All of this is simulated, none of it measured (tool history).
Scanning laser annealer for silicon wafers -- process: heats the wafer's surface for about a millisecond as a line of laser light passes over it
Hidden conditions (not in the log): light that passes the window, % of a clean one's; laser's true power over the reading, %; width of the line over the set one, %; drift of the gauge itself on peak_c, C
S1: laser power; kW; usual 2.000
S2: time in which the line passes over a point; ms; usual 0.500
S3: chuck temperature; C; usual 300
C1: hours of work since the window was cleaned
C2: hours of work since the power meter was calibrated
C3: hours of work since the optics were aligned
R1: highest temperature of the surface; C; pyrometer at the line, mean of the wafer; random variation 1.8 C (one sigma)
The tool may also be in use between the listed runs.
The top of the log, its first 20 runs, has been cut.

run,hour,S1,S2,S3,C1,C2,C3,R1
21,726.5,2.000,0.471,300,247,473,473,971
22,766.4,2.176,0.500,300,271,498,498,1065
23,794.6,1.777,0.500,300,288,515,515,882
24,829.7,1.777,0.500,300,309,536,536,880
25,853.5,1.777,0.500,300,324,550,550,880
26,887.1,2.000,0.367,290,344,571,571,875
27,916.9,2.000,0.367,290,362,589,589,877
28,939.9,2.018,0.579,327,376,603,603,1051
29,966.4,2.000,0.406,300,392,619,619,909
30,1003.8,1.800,0.470,321,415,642,642,884
31,1025.2,1.991,0.543,281,428,655,655,962
32,1061.4,2.000,0.462,282,450,677,677,922
33,1108.2,2.000,0.462,282,478,705,705,914
34,1133.7,1.906,0.492,295,494,720,720,903
35,1178.4,1.838,0.414,262,521,747,747,801
36,1226.7,1.838,0.414,262,550,777,777,795
# hour 1249.8: optics aligned, line set to its width
37,1255.9,2.194,0.360,314,565,791,4,970
# hour 1266.5: window over the wafer cleaned
38,1285.7,1.812,0.366,333,12,808,21,882
39,1331.6,1.796,0.366,333,39,836,48,875
40,1384.0,1.824,0.528,292,71,868,80,943

4 options for the next run, each taken on its own from the tool as it stands now. Forecast them:
A,1408.3,1.957,0.437,300,86,883,95,?
B,1408.3,1.824,0.528,301,86,883,95,?
C,1408.3,1.960,0.500,333,86,883,95,?
D,1408.3,1.983,0.504,268,86,883,95,?

run,R1
A,949
B,947
C,1024
D,973
Had the tool no hidden state, the same runs would have come out as:
run,R1
A,970
B,968
C,1046
D,995

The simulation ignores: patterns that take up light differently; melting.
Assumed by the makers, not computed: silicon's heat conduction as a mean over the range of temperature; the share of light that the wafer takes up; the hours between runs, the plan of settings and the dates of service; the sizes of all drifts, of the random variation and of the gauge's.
